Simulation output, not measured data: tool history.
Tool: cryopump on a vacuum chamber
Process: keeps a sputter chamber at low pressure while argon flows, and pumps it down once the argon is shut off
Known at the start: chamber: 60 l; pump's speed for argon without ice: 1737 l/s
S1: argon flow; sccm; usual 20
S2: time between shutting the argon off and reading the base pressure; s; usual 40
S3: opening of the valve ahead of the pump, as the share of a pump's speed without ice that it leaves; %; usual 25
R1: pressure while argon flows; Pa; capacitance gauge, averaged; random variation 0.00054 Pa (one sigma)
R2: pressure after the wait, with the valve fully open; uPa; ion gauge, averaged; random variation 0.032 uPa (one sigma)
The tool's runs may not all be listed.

run 1 day=0.000 | S1=20 S2=40 S3=25 | R1=0.0784 R2=2.21
run 2 day=0.479 | S1=20 S2=131 S3=25 | R1=0.0776 R2=1.19
run 3 day=1.029 | S1=20 S2=131 S3=25 | R1=0.0788 R2=1.19
run 4 day=1.425 | S1=20 S2=131 S3=25 | R1=0.0791 R2=1.16
run 5 day=1.983 | S1=20 S2=131 S3=25 | R1=0.0791 R2=1.19
run 6 day=2.479 | S1=20 S2=131 S3=25 | R1=0.0790 R2=1.18
run 7 day=2.921 | S1=20 S2=278 S3=25 | R1=0.0783 R2=1.00
run 8 day=3.571 | S1=20 S2=40 S3=25 | R1=0.0796 R2=2.23
run 9 day=4.042 | S1=20 S2=40 S3=25 | R1=0.0790 R2=2.19
run 10 day=4.679 | S1=20 S2=66 S3=25 | R1=0.0788 R2=1.68
run 11 day=4.962 | S1=20 S2=66 S3=25 | R1=0.0791 R2=1.71
run 12 day=5.554 | S1=20 S2=66 S3=25 | R1=0.0783 R2=1.70
run 13 day=6.050 | S1=20 S2=54 S3=25 | R1=0.0779 R2=1.86
run 14 day=6.629 | S1=20 S2=54 S3=25 | R1=0.0792 R2=1.86
run 15 day=7.000 | S1=20 S2=54 S3=25 | R1=0.0793 R2=1.94
run 16 day=7.521 | S1=15 S2=40 S3=25 | R1=0.0598 R2=2.28
run 17 day=7.975 | S1=15 S2=40 S3=25 | R1=0.0593 R2=2.28
run 18 day=8.254 | S1=15 S2=40 S3=25 | R1=0.0595 R2=2.28
run 19 day=8.679 | S1=11 S2=40 S3=17 | R1=0.0644 R2=2.38
run 20 day=9.029 | S1=11 S2=40 S3=58 | R1=0.0198 R2=2.27
run 21 day=9.600 | S1=13 S2=140 S3=39 | R1=0.0330 R2=1.32
run 22 day=10.029 | S1=28 S2=22 S3=46 | R1=0.0618 R2=3.53
run 23 day=10.625 | S1=26 S2=22 S3=18 | R1=0.1420 R2=3.53
run 24 day=11.142 | S1=26 S2=22 S3=18 | R1=0.1435 R2=3.59
run 25 day=11.717 | S1=26 S2=271 S3=16 | R1=0.1611 R2=1.12
run 26 day=12.071 | S1=26 S2=271 S3=16 | R1=0.1601 R2=1.13
run 27 day=12.446 | S1=24 S2=271 S3=16 | R1=0.1481 R2=1.12
run 28 day=12.825 | S1=24 S2=271 S3=16 | R1=0.1493 R2=1.19
run 29 day=13.138 | S1=13 S2=139 S3=36 | R1=0.0361 R2=1.34
run 30 day=13.658 | S1=35 S2=57 S3=19 | R1=0.1842 R2=2.01
run 31 day=14.288 | S1=36 S2=31 S3=45 | R1=0.0823 R2=2.83
run 32 day=14.729 | S1=13 S2=40 S3=25 | R1=0.0523 R2=2.45
run 33 day=15.046 | S1=19 S2=30 S3=25 | R1=0.0771 R2=2.93
run 34 day=15.525 | S1=19 S2=30 S3=25 | R1=0.0760 R2=2.93
run 35 day=16.054 | S1=19 S2=30 S3=25 | R1=0.0764 R2=2.96

3 ways to go on from here, each from the tool as it stands after run 35. What would each give?
run A day=16.421 | S1=19 S2=44 S3=55 | R1=? R2=?
run B day=16.421 | S1=37 S2=25 S3=56 | R1=? R2=?
run C day=16.421 | S1=19 S2=68 S3=25 | R1=? R2=?

run=A R1=0.0362 R2=2.35
run=B R1=0.0703 R2=3.42
run=C R1=0.0774 R2=1.86
Without the tool's hidden state the same runs would have given:
run=A R1=0.0336 R2=1.51
run=B R1=0.0654 R2=2.57
run=C R1=0.0749 R2=1.03
